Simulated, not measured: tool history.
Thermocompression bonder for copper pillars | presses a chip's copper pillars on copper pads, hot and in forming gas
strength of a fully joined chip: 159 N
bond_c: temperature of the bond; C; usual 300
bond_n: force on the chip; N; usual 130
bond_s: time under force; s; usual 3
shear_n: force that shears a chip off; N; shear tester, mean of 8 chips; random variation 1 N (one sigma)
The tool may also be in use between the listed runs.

Run 1, hour 0.0: usual settings. Result: shear_n 75.3 N.
Run 2, hour 21.0: usual settings. Result: shear_n 75.1 N.
Run 3, hour 38.6: usual settings. Result: shear_n 73.6 N.
Run 4, hour 48.6: usual settings. Result: shear_n 74.0 N.
Run 5, hour 62.8: usual settings. Result: shear_n 73.1 N.
Run 6, hour 84.2: usual settings but bond_c 318 C. Result: shear_n 91.3 N.
Run 7, hour 101.3: usual settings but bond_n 152 N. Result: shear_n 77.9 N.
Run 8, hour 110.8: usual settings but bond_n 152 N, bond_s 2 s. Result: shear_n 67.1 N.
Run 9, hour 128.3: usual settings but bond_n 152 N, bond_s 2 s. Result: shear_n 67.1 N.
Run 10, hour 148.7: usual settings but bond_n 91 N, bond_s 2 s. Result: shear_n 50.9 N.
Run 11, hour 167.9: usual settings but bond_n 91 N, bond_s 2 s. Result: shear_n 51.5 N.
At hour 181.0: heater calibrated with a thermocouple chip.
Run 12, hour 187.1: usual settings. Result: shear_n 70.7 N.
Run 13, hour 203.8: usual settings. Result: shear_n 69.0 N.
At hour 216.1: heater calibrated with a thermocouple chip, once more.
Run 14, hour 223.4: usual settings. Result: shear_n 86.3 N.
Run 15, hour 238.3: usual settings. Result: shear_n 85.7 N.
Run 16, hour 255.7: usual settings. Result: shear_n 85.0 N.
Run 17, hour 269.7: usual settings. Result: shear_n 84.3 N.
Run 18, hour 279.5: usual settings. Result: shear_n 84.8 N.
Run 19, hour 292.9: usual settings. Result: shear_n 84.1 N.
Run 20, hour 310.5: usual settings. Result: shear_n 84.3 N.
Run 21, hour 326.2: usual settings. Result: shear_n 84.0 N.
Run 22, hour 337.7: usual settings but bond_n 140 N. Result: shear_n 85.0 N.
Run 23, hour 354.4: usual settings but bond_n 140 N. Result: shear_n 83.8 N.
Run 24, hour 376.3: usual settings but bond_c 304 C, bond_s 5 s. Result: shear_n 100.3 N.
Run 25, hour 385.9: usual settings but bond_c 304 C, bond_s 5 s. Result: shear_n 101.8 N.
At hour 395.3: forming gas filter changed.
Run 26, hour 402.3: usual settings but bond_s 6 s. Result: shear_n 107.2 N.
Run 27, hour 422.7: usual settings but bond_n 83 N, bond_s 6 s. Result: shear_n 88.3 N.
Run 28, hour 443.5: usual settings but bond_n 83 N, bond_s 6 s. Result: shear_n 89.1 N.
Run 29, hour 462.6: usual settings but bond_c 273 C, bond_n 150 N, bond_s 2 s. Result: shear_n 53.5 N.
Run 30, hour 473.8: usual settings but bond_c 287 C, bond_n 101 N, bond_s 2 s. Result: shear_n 55.4 N.
Run 31, hour 484.5: usual settings but bond_c 304 C, bond_s 2 s. Result: shear_n 77.5 N.
Run 32, hour 500.7: usual settings but bond_c 304 C, bond_s 2 s. Result: shear_n 78.8 N.
Run 33, hour 515.4: usual settings but bond_c 293 C, bond_n 81 N. Result: shear_n 61.7 N.
Run 34, hour 531.1: usual settings but bond_c 288 C. Result: shear_n 71.5 N.
Run 35, hour 540.1: usual settings but bond_c 288 C. Result: shear_n 71.2 N.
Run 36, hour 558.8: usual settings but bond_n 180 N, bond_s 5 s. Result: shear_n 110.7 N.
Run 37, hour 571.8: usual settings but bond_c 275 C, bond_n 141 N, bond_s 5 s. Result: shear_n 72.8 N.
Run 38, hour 592.6: usual settings but bond_c 275 C, bond_n 137 N, bond_s 5 s. Result: shear_n 72.6 N.
Run 39, hour 606.4: usual settings but bond_c 275 C, bond_n 137 N, bond_s 5 s. Result: shear_n 70.9 N.

Forecast each of these 4 alternatives for the next run:
Run A, hour 621.6: usual settings but bond_c 304 C, bond_n 97 N, bond_s 4 s. Result: shear_n ?.
Run B, hour 621.6: usual settings but bond_c 323 C. Result: shear_n ?.
Run C, hour 621.6: usual settings but bond_c 308 C, bond_n 137 N, bond_s 7 s. Result: shear_n ?.
Run D, hour 621.6: usual settings but bond_c 309 C, bond_n 123 N, bond_s 2 s. Result: shear_n ?.

run  shear_n
  A     84.1
  B    107.9
  C    118.9
  D     79.7
Without the tool's hidden state the same runs would have given:
run  shear_n
  A     88.7
  B    112.6
  C    123.8
  D     84.2

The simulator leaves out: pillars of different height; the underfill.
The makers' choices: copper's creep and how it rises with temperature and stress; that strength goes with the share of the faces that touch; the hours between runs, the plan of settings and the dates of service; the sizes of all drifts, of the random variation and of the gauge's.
